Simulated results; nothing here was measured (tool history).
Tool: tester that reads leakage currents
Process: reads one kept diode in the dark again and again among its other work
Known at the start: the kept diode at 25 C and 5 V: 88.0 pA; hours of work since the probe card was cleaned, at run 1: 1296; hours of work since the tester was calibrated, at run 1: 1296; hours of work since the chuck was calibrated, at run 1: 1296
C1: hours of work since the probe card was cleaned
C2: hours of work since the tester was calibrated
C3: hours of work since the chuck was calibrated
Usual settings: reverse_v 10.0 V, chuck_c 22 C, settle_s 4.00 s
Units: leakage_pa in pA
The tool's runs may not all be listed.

{"run": 1, "hour": 0.0, "reverse_v": 10.0, "chuck_c": 22, "settle_s": 4.0, "C1": 1296, "C2": 1296, "C3": 1296, "leakage_pa": 90.45}
{"run": 2, "hour": 70.3, "reverse_v": 10.0, "chuck_c": 22, "settle_s": 4.0, "C1": 1339, "C2": 1339, "C3": 1339, "leakage_pa": 90.34}
{"run": 3, "hour": 119.6, "reverse_v": 10.0, "chuck_c": 22, "settle_s": 4.0, "C1": 1369, "C2": 1369, "C3": 1369, "leakage_pa": 90.28}
{"run": 4, "hour": 190.2, "reverse_v": 1.4, "chuck_c": 22, "settle_s": 4.0, "C1": 1412, "C2": 1412, "C3": 1412, "leakage_pa": 34.5}
{"run": 5, "hour": 265.2, "reverse_v": 1.4, "chuck_c": 51, "settle_s": 4.0, "C1": 1458, "C2": 1458, "C3": 1458, "leakage_pa": 451.61}
{"run": 6, "hour": 355.5, "reverse_v": 1.4, "chuck_c": 51, "settle_s": 4.0, "C1": 1513, "C2": 1513, "C3": 1513, "leakage_pa": 450.29}
{"run": 7, "hour": 396.8, "reverse_v": 10.0, "chuck_c": 22, "settle_s": 4.0, "C1": 1539, "C2": 1539, "C3": 1539, "leakage_pa": 90.18}
{"run": 8, "hour": 467.5, "reverse_v": 10.0, "chuck_c": 22, "settle_s": 4.0, "C1": 1582, "C2": 1582, "C3": 1582, "leakage_pa": 90.36}
{"run": 9, "hour": 557.5, "reverse_v": 10.0, "chuck_c": 22, "settle_s": 4.0, "C1": 1637, "C2": 1637, "C3": 1637, "leakage_pa": 90.48}
{"run": 10, "hour": 652.2, "reverse_v": 10.0, "chuck_c": 22, "settle_s": 4.0, "C1": 1695, "C2": 1695, "C3": 1695, "leakage_pa": 90.43}
{"run": 11, "hour": 751.5, "reverse_v": 10.0, "chuck_c": 22, "settle_s": 4.0, "C1": 1755, "C2": 1755, "C3": 1755, "leakage_pa": 90.46}
{"run": 12, "hour": 792.9, "reverse_v": 16.3, "chuck_c": 22, "settle_s": 4.0, "C1": 1781, "C2": 1781, "C3": 1781, "leakage_pa": 116.51}
{"run": 13, "hour": 876.3, "reverse_v": 10.0, "chuck_c": 22, "settle_s": 4.0, "C1": 1832, "C2": 1832, "C3": 1832, "leakage_pa": 90.05}
{"run": 14, "hour": 933.7, "reverse_v": 10.0, "chuck_c": 22, "settle_s": 4.0, "C1": 1867, "C2": 1867, "C3": 1867, "leakage_pa": 90.42}
{"run": 15, "hour": 1011.4, "reverse_v": 10.0, "chuck_c": 22, "settle_s": 4.0, "C1": 1914, "C2": 1914, "C3": 1914, "leakage_pa": 90.75}
{"hour": 1081.3, "done": "chuck's temperature calibrated"}
{"run": 16, "hour": 1112.5, "reverse_v": 10.0, "chuck_c": 22, "settle_s": 4.0, "C1": 1975, "C2": 1975, "C3": 19, "leakage_pa": 98.05}
{"run": 17, "hour": 1163.4, "reverse_v": 10.0, "chuck_c": 22, "settle_s": 4.0, "C1": 2006, "C2": 2006, "C3": 50, "leakage_pa": 98.17}
{"hour": 1170.7, "done": "probe card cleaned and baked"}
{"hour": 1200.1, "done": "tester calibrated"}
{"run": 18, "hour": 1264.2, "reverse_v": 10.0, "chuck_c": 22, "settle_s": 4.0, "C1": 56, "C2": 39, "C3": 109, "leakage_pa": 88.45}
{"run": 19, "hour": 1333.7, "reverse_v": 10.0, "chuck_c": 35, "settle_s": 4.0, "C1": 98, "C2": 82, "C3": 151, "leakage_pa": 298.9}
{"run": 20, "hour": 1413.5, "reverse_v": 10.0, "chuck_c": 35, "settle_s": 4.0, "C1": 147, "C2": 130, "C3": 200, "leakage_pa": 296.62}
{"run": 21, "hour": 1510.7, "reverse_v": 10.0, "chuck_c": 35, "settle_s": 4.0, "C1": 207, "C2": 190, "C3": 260, "leakage_pa": 298.23}
{"run": 22, "hour": 1562.9, "reverse_v": 18.9, "chuck_c": 22, "settle_s": 4.94, "C1": 239, "C2": 222, "C3": 291, "leakage_pa": 119.33}
{"run": 23, "hour": 1634.9, "reverse_v": 3.1, "chuck_c": 50, "settle_s": 4.0, "C1": 283, "C2": 266, "C3": 335, "leakage_pa": 627.09}
{"run": 24, "hour": 1690.3, "reverse_v": 3.1, "chuck_c": 50, "settle_s": 4.0, "C1": 316, "C2": 300, "C3": 369, "leakage_pa": 625.8}
{"run": 25, "hour": 1783.6, "reverse_v": 3.1, "chuck_c": 50, "settle_s": 4.0, "C1": 374, "C2": 357, "C3": 426, "leakage_pa": 622.98}
{"run": 26, "hour": 1867.0, "reverse_v": 12.3, "chuck_c": 56, "settle_s": 4.63, "C1": 425, "C2": 408, "C3": 477, "leakage_pa": 1901.36}
{"run": 27, "hour": 1939.2, "reverse_v": 5.5, "chuck_c": 21, "settle_s": 1.05, "C1": 469, "C2": 452, "C3": 522, "leakage_pa": 61.23}
{"run": 28, "hour": 1994.4, "reverse_v": 1.9, "chuck_c": 34, "settle_s": 0.62, "C1": 502, "C2": 486, "C3": 555, "leakage_pa": 125.61}
{"run": 29, "hour": 2046.0, "reverse_v": 1.9, "chuck_c": 50, "settle_s": 4.86, "C1": 534, "C2": 517, "C3": 587, "leakage_pa": 492.52}
{"run": 30, "hour": 2113.0, "reverse_v": 1.9, "chuck_c": 50, "settle_s": 4.86, "C1": 575, "C2": 558, "C3": 628, "leakage_pa": 495.78}
{"run": 31, "hour": 2188.2, "reverse_v": 10.0, "chuck_c": 21, "settle_s": 4.0, "C1": 621, "C2": 604, "C3": 674, "leakage_pa": 80.42}
{"run": 32, "hour": 2275.1, "reverse_v": 10.0, "chuck_c": 21, "settle_s": 4.0, "C1": 674, "C2": 657, "C3": 727, "leakage_pa": 80.89}
{"run": 33, "hour": 2315.3, "reverse_v": 10.0, "chuck_c": 21, "settle_s": 4.0, "C1": 699, "C2": 682, "C3": 752, "leakage_pa": 80.91}
{"run": 34, "hour": 2407.4, "reverse_v": 1.5, "chuck_c": 55, "settle_s": 3.36, "C1": 755, "C2": 738, "C3": 808, "leakage_pa": 655.05}
{"run": 35, "hour": 2493.7, "reverse_v": 1.5, "chuck_c": 55, "settle_s": 3.36, "C1": 808, "C2": 791, "C3": 861, "leakage_pa": 653.26}
{"run": 36, "hour": 2578.8, "reverse_v": 1.5, "chuck_c": 55, "settle_s": 3.36, "C1": 860, "C2": 843, "C3": 913, "leakage_pa": 653.74}
{"run": 37, "hour": 2668.4, "reverse_v": 9.9, "chuck_c": 35, "settle_s": 0.78, "C1": 915, "C2": 898, "C3": 967, "leakage_pa": 287.42}
{"run": 38, "hour": 2755.3, "reverse_v": 5.1, "chuck_c": 35, "settle_s": 0.31, "C1": 968, "C2": 951, "C3": 1021, "leakage_pa": 210.48}
{"run": 39, "hour": 2854.6, "reverse_v": 3.6, "chuck_c": 32, "settle_s": 6.22, "C1": 1028, "C2": 1012, "C3": 1081, "leakage_pa": 136.51}

Run 40 comes next. What will it give?
{"run": 40, "hour": 2915.6, "reverse_v": 5.9, "chuck_c": 25, "settle_s": 0.49, "C1": 1066, "C2": 1049, "C3": 1119, "leakage_pa": "?"}

{"run 40": {"leakage_pa": 91.47}}
Without the tool's hidden state the same run would have given leakage_pa 96.29 pA.

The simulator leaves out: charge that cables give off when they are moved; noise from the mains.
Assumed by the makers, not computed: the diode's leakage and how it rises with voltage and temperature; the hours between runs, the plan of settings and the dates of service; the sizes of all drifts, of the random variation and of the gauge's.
